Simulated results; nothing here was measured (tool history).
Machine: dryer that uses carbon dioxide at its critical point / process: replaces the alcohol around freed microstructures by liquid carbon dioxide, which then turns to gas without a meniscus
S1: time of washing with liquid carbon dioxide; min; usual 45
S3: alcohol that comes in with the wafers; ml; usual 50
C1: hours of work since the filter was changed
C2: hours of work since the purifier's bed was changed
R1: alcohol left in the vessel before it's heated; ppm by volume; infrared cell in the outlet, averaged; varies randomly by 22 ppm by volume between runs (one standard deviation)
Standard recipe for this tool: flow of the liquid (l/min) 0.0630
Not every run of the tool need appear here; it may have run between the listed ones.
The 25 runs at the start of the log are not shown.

{"run": 26, "hour": 161.8, "S1": 35, "flow of the liquid (l/min)": 0.063, "S3": 24, "C1": 138, "C2": 241, "R1": 2231}
{"run": 27, "hour": 169.8, "S1": 30, "flow of the liquid (l/min)": 0.063, "S3": 100, "C1": 144, "C2": 247, "R1": 14439}
{"run": 28, "hour": 177.7, "S1": 54, "flow of the liquid (l/min)": 0.0991, "S3": 22, "C1": 150, "C2": 252, "R1": 76}
{"run": 29, "hour": 184.9, "S1": 54, "flow of the liquid (l/min)": 0.0991, "S3": 22, "C1": 155, "C2": 258, "R1": 93}
{"run": 30, "hour": 190.3, "S1": 37, "flow of the liquid (l/min)": 0.0718, "S3": 44, "C1": 159, "C2": 262, "R1": 2245}
{"run": 31, "hour": 197.1, "S1": 56, "flow of the liquid (l/min)": 0.063, "S3": 27, "C1": 164, "C2": 267, "R1": 484}
{"run": 32, "hour": 205.7, "S1": 31, "flow of the liquid (l/min)": 0.0642, "S3": 22, "C1": 170, "C2": 273, "R1": 2913}
{"run": 33, "hour": 210.9, "S1": 44, "flow of the liquid (l/min)": 0.0703, "S3": 22, "C1": 174, "C2": 277, "R1": 676}
{"run": 34, "hour": 216.1, "S1": 44, "flow of the liquid (l/min)": 0.0703, "S3": 22, "C1": 178, "C2": 281, "R1": 672}
{"run": 35, "hour": 222.2, "S1": 36, "flow of the liquid (l/min)": 0.063, "S3": 25, "C1": 182, "C2": 285, "R1": 2340}
{"run": 36, "hour": 227.6, "S1": 37, "flow of the liquid (l/min)": 0.0453, "S3": 25, "C1": 186, "C2": 289, "R1": 5367}
{"run": 37, "hour": 231.4, "S1": 41, "flow of the liquid (l/min)": 0.0557, "S3": 51, "C1": 189, "C2": 292, "R1": 4769}
{"run": 38, "hour": 240.7, "S1": 41, "flow of the liquid (l/min)": 0.0557, "S3": 51, "C1": 196, "C2": 299, "R1": 4905}
{"run": 39, "hour": 249.9, "S1": 35, "flow of the liquid (l/min)": 0.063, "S3": 50, "C1": 203, "C2": 305, "R1": 5195}
{"run": 40, "hour": 257.8, "S1": 60, "flow of the liquid (l/min)": 0.063, "S3": 50, "C1": 209, "C2": 311, "R1": 688}
{"run": 41, "hour": 266.4, "S1": 60, "flow of the liquid (l/min)": 0.063, "S3": 50, "C1": 215, "C2": 317, "R1": 701}
{"run": 42, "hour": 275.7, "S1": 35, "flow of the liquid (l/min)": 0.0806, "S3": 50, "C1": 222, "C2": 324, "R1": 2229}
{"run": 43, "hour": 282.6, "S1": 46, "flow of the liquid (l/min)": 0.0806, "S3": 83, "C1": 227, "C2": 329, "R1": 1167}

Each row is a separate what-if for the run after 43, all from the same tool condition, not one after another. Results?
{"run": "A", "hour": 288.7, "S1": 48, "flow of the liquid (l/min)": 0.0468, "S3": 58, "C1": 231, "C2": 334, "R1": "?"}
{"run": "B", "hour": 288.7, "S1": 46, "flow of the liquid (l/min)": 0.0806, "S3": 90, "C1": 231, "C2": 334, "R1": "?"}
{"run": "C", "hour": 288.7, "S1": 70, "flow of the liquid (l/min)": 0.063, "S3": 50, "C1": 231, "C2": 334, "R1": "?"}

run=A R1=6424
run=B R1=1260
run=C R1=367
Without the tool's unlogged condition, the same runs would have read:
run=A R1=4314
run=B R1=608
run=C R1=132

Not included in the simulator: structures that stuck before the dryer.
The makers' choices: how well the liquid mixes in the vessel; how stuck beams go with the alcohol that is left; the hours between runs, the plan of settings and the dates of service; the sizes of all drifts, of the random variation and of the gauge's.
